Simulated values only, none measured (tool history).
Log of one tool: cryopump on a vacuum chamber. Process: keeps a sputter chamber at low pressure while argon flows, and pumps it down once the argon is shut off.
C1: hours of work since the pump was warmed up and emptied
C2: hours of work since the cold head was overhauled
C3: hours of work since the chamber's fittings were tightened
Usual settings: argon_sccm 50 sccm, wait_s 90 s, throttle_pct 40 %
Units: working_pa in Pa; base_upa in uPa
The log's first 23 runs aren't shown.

{"run": 24, "hour": 1968.7, "argon_sccm": 51, "wait_s": 139, "throttle_pct": 21, "C1": 188, "C2": 2918, "C3": 2544, "working_pa": 0.3356, "base_upa": 2.28}
{"run": 25, "hour": 2056.4, "argon_sccm": 52, "wait_s": 58, "throttle_pct": 21, "C1": 264, "C2": 2994, "C3": 2620, "working_pa": 0.3433, "base_upa": 3.3}
{"run": 26, "hour": 2174.5, "argon_sccm": 49, "wait_s": 66, "throttle_pct": 21, "C1": 367, "C2": 3096, "C3": 2722, "working_pa": 0.3335, "base_upa": 3.29}
{"run": 27, "hour": 2259.0, "argon_sccm": 81, "wait_s": 265, "throttle_pct": 19, "C1": 440, "C2": 3169, "C3": 2795, "working_pa": 0.6115, "base_upa": 2.56}
{"hour": 2275.8, "done": "pump warmed up, emptied and cooled again"}
{"run": 28, "hour": 2341.0, "argon_sccm": 81, "wait_s": 29, "throttle_pct": 19, "C1": 57, "C2": 3236, "C3": 2862, "working_pa": 0.5692, "base_upa": 4.53}
{"run": 29, "hour": 2394.8, "argon_sccm": 50, "wait_s": 90, "throttle_pct": 43, "C1": 103, "C2": 3282, "C3": 2908, "working_pa": 0.1583, "base_upa": 2.59}
{"run": 30, "hour": 2510.4, "argon_sccm": 50, "wait_s": 90, "throttle_pct": 43, "C1": 203, "C2": 3382, "C3": 3009, "working_pa": 0.1654, "base_upa": 2.92}
{"run": 31, "hour": 2611.4, "argon_sccm": 50, "wait_s": 90, "throttle_pct": 43, "C1": 291, "C2": 3470, "C3": 3096, "working_pa": 0.1709, "base_upa": 3.11}
{"run": 32, "hour": 2720.7, "argon_sccm": 67, "wait_s": 164, "throttle_pct": 42, "C1": 386, "C2": 3565, "C3": 3191, "working_pa": 0.2441, "base_upa": 2.91}
{"run": 33, "hour": 2787.2, "argon_sccm": 67, "wait_s": 46, "throttle_pct": 42, "C1": 443, "C2": 3622, "C3": 3248, "working_pa": 0.2514, "base_upa": 4.27}
{"hour": 2800.0, "done": "pump warmed up, emptied and cooled again"}
{"run": 34, "hour": 2856.4, "argon_sccm": 67, "wait_s": 46, "throttle_pct": 42, "C1": 49, "C2": 3678, "C3": 3304, "working_pa": 0.2163, "base_upa": 3.74}
{"run": 35, "hour": 2930.6, "argon_sccm": 26, "wait_s": 46, "throttle_pct": 22, "C1": 113, "C2": 3742, "C3": 3368, "working_pa": 0.16, "base_upa": 3.86}

Forecast each of these 3 alternatives for the next run:
{"run": "A", "hour": 3035.1, "argon_sccm": 27, "wait_s": 46, "throttle_pct": 20, "C1": 204, "C2": 3833, "C3": 3459, "working_pa": "?", "base_upa": "?"}
{"run": "B", "hour": 3035.1, "argon_sccm": 40, "wait_s": 23, "throttle_pct": 28, "C1": 204, "C2": 3833, "C3": 3459, "working_pa": "?", "base_upa": "?"}
{"run": "C", "hour": 3035.1, "argon_sccm": 50, "wait_s": 54, "throttle_pct": 40, "C1": 204, "C2": 3833, "C3": 3459, "working_pa": "?", "base_upa": "?"}

run=A working_pa=0.1860 base_upa=3.94
run=B working_pa=0.1996 base_upa=5.92
run=C working_pa=0.1779 base_upa=3.77
Without the tool's hidden state the same runs would have given:
run=A working_pa=0.1792 base_upa=2.03
run=B working_pa=0.1896 base_upa=3.92
run=C working_pa=0.1654 base_upa=1.80
